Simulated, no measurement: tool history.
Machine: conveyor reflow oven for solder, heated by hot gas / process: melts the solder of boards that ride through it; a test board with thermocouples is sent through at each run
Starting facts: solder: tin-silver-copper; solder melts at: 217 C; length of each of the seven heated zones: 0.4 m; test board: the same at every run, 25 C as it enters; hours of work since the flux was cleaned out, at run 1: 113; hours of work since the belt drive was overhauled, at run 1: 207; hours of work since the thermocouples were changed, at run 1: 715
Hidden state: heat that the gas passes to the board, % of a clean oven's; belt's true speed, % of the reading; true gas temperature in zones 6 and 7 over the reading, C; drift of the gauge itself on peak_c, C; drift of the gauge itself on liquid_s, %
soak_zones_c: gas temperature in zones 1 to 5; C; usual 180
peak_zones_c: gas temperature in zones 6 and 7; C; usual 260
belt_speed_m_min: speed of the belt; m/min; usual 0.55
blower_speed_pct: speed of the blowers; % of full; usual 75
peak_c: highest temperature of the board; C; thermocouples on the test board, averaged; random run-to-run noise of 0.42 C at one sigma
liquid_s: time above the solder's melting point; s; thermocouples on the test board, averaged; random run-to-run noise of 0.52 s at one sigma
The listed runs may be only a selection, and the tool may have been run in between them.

run     day  soak_zones_c  peak_zones_c  belt_speed_m_min  blower_speed_pct  hours of work since the flux was cleaned out  hours of work since the belt drive was overhauled  hours of work since the thermocouples were changed  peak_c  liquid_s
  1       0           180           260              0.55                75                                           113                                                207                                                 715   249.9      67.2
  2   0.396           180           260              0.55                75                                           119                                                212                                                 721   249.3      67.2
  3   0.808           180           260              0.55                75                                           124                                                218                                                 726   249.6      66.9
  4   1.392           180           260             0.497                75                                           133                                                226                                                 734   251.7      77.8
  5   2.125           180           260              0.55                62                                           143                                                237                                                 745   246.8      63.2
  6   2.954           180           260              0.55                62                                           155                                                248                                                 756   247.5      63.8
  7   3.804           180           260              0.55                62                                           166                                                260                                                 768   247.3      63.5
  8   4.667           180           259              0.55                75                                           179                                                272                                                 780   249.2      66.6
  9     5.1           180           259              0.55                75                                           185                                                278                                                 786   248.9      65.9
 10    5.65           180           259              0.55                75                                           192                                                286                                                 794   248.7      66.9
 11   6.262           180           259              0.55                75                                           201                                                295                                                 803   248.4      67.8
 12   7.108           184           248             0.473                71                                           213                                                306                                                 814   241.2      74.3
 13   7.958           167           260             0.586                75                                           225                                                318                                                 826   246.3        54
 14   8.429           177           260             0.632                56                                           231                                                325                                                 833   240.3      44.5
 15   8.996           177           260             0.632                56                                           239                                                333                                                 841   239.9      44.7
 16   9.625           180           260             0.496                52                                           248                                                342                                                 850   246.4      69.9
     10.121  -- flux residue cleaned out of gas plates and filters
 17  10.392           190           260             0.607                75                                             4                                                349                                                 858   249.3      63.3

Predict each of these 5 candidate next runs independently; none follows another, all start after run 17:
  A  10.792           190           260             0.572                56                                             9                                                355                                                 863       ?         ?
  B  10.792           173           260             0.649                75                                             9                                                355                                                 863       ?         ?
  C  10.792           167           251             0.647                75                                             9                                                355                                                 863       ?         ?
  D  10.792           180           271              0.55                75                                             9                                                355                                                 863       ?         ?
  E  10.792           190           251             0.607                75                                             9                                                355                                                 863       ?         ?

run  peak_c  liquid_s
  A   245.6      64.2
  B   244.3      48.9
  C   235.8      38.6
  D   259.8      74.7
  E   241.4      58.9
What these runs would have given with no unlogged condition in the tool:
run  peak_c  liquid_s
  A   245.8      64.2
  B   244.4        49
  C   235.9      38.7
  D   259.9      74.7
  E   241.6        59
